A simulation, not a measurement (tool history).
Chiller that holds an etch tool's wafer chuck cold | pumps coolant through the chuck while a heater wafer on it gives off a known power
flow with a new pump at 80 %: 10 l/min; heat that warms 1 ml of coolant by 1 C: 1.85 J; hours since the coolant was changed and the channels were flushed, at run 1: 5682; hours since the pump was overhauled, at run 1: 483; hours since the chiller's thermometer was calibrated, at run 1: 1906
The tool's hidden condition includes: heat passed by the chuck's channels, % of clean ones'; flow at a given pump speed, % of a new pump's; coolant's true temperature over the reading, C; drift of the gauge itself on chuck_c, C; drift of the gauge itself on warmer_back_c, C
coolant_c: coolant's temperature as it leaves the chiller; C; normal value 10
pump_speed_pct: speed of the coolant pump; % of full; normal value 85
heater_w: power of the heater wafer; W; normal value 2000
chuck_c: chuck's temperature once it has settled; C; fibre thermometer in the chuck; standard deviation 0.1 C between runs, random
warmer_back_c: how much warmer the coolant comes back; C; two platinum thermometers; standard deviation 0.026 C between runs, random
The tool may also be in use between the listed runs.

run     day  coolant_c  pump_speed_pct  heater_w  hours since the coolant was changed and the channels were flushed  hours since the pump was overhauled  hours since the chiller's thermometer was calibrated  chuck_c  warmer_back_c
  1   0.000         10              85      2000                                                               5682                                  483                                                  1906     26.4           6.11
  2   3.562         10              85      2000                                                               5767                                  569                                                  1991     26.3           6.14
  3   6.542         10              85      2000                                                               5839                                  640                                                  2063     26.1           6.10
  4   8.804         10              85      2000                                                               5893                                  694                                                  2117     26.3           6.13
  5  11.992         10              85      2000                                                               5969                                  771                                                  2194     26.6           6.17
  6  13.750         10              62      2000                                                               6012                                  813                                                  2236     30.6           8.37
  7  15.700         10              62      2000                                                               6058                                  860                                                  2283     30.6           8.32
  8  17.917         10              62      2000                                                               6112                                  913                                                  2336     30.4           8.43
  9  20.104         10              62      2000                                                               6164                                  966                                                  2388     30.6           8.34
 10  21.588          5              85      2000                                                               6200                                 1001                                                  2424     21.2           6.19
 11  25.262          5              85      2000                                                               6288                                 1089                                                  2512     21.5           6.14
 12  28.308          5              85      2000                                                               6361                                 1163                                                  2585     21.2           6.18
     28.625  -- chiller's thermometer calibrated
 13  31.100          5              85      2000                                                               6427                                 1229                                                    59     21.3           6.21
 14  32.867         15              66      1855                                                               6469                                 1271                                                   102     33.2           7.35
 15  35.988          9              64      2107                                                               6544                                 1346                                                   177     30.1           8.62
 16  37.933          9              64      2107                                                               6591                                 1393                                                   223     30.3           8.65
 17  40.492          9              64      2107                                                               6652                                 1454                                                   285     30.1           8.58
 18  43.842          2              90      2390                                                               6733                                 1534                                                   365     20.6           7.00
 19  45.533         15              85      2058                                                               6773                                 1575                                                   406     31.8           6.41
 20  47.671          1              85      1195                                                               6825                                 1626                                                   457     10.7           3.76

Predict the results of run 21:
 21  50.404          1              85      1912                                                               6890                                 1692                                                   523        ?              ?

{"run 21": {"chuck_c": 16.4, "warmer_back_c": 5.92}}
If the tool had no hidden condition, the same run with the same run-to-run variation would have returned chuck_c 16.4 C, warmer_back_c 5.81 C.
